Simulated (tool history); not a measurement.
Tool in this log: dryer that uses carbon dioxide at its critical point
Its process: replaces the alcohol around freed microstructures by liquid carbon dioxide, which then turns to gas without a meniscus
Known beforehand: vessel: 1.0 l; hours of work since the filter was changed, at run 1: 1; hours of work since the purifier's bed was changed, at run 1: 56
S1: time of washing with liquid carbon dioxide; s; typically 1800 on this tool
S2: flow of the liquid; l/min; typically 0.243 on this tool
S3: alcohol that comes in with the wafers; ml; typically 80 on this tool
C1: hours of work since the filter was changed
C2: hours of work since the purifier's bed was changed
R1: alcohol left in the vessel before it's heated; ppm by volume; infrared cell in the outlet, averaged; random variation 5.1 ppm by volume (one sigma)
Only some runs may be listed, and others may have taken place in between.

run 1 hour=0.0 | S1=1800 S2=0.243 S3=80 | C1=1 C2=56 | R1=75
run 2 hour=6.7 | S1=1800 S2=0.243 S3=80 | C1=6 C2=61 | R1=66
run 3 hour=20.9 | S1=1800 S2=0.226 S3=80 | C1=17 C2=72 | R1=122
run 4 hour=31.0 | S1=1800 S2=0.243 S3=80 | C1=24 C2=80 | R1=75
run 5 hour=43.3 | S1=1680 S2=0.243 S3=80 | C1=34 C2=89 | R1=123
run 6 hour=49.5 | S1=1500 S2=0.218 S3=44 | C1=38 C2=94 | R1=235
run 7 hour=64.0 | S1=1440 S2=0.310 S3=84 | C1=50 C2=105 | R1=77
run 8 hour=70.3 | S1=2640 S2=0.327 S3=40 | C1=54 C2=110 | R1=17
run 9 hour=78.5 | S1=2640 S2=0.327 S3=40 | C1=61 C2=116 | R1=31
run 10 hour=91.1 | S1=2640 S2=0.327 S3=40 | C1=70 C2=126 | R1=23

Below are 4 alternative next runs, each starting from the tool's condition after run 10. Predict each:
run A hour=104.0 | S1=2100 S2=0.327 S3=40 | C1=80 C2=136 | R1=?
run B hour=104.0 | S1=1200 S2=0.155 S3=40 | C1=80 C2=136 | R1=?
run C hour=104.0 | S1=2400 S2=0.309 S3=31 | C1=80 C2=136 | R1=?
run D hour=104.0 | S1=1800 S2=0.243 S3=104 | C1=80 C2=136 | R1=?

run=A R1=35
run=B R1=2001
run=C R1=23
run=D R1=105
Stripped of hidden state, with their random variation kept, the same runs would have yielded:
run=A R1=14
run=B R1=1841
run=C R1=2
run=D R1=72

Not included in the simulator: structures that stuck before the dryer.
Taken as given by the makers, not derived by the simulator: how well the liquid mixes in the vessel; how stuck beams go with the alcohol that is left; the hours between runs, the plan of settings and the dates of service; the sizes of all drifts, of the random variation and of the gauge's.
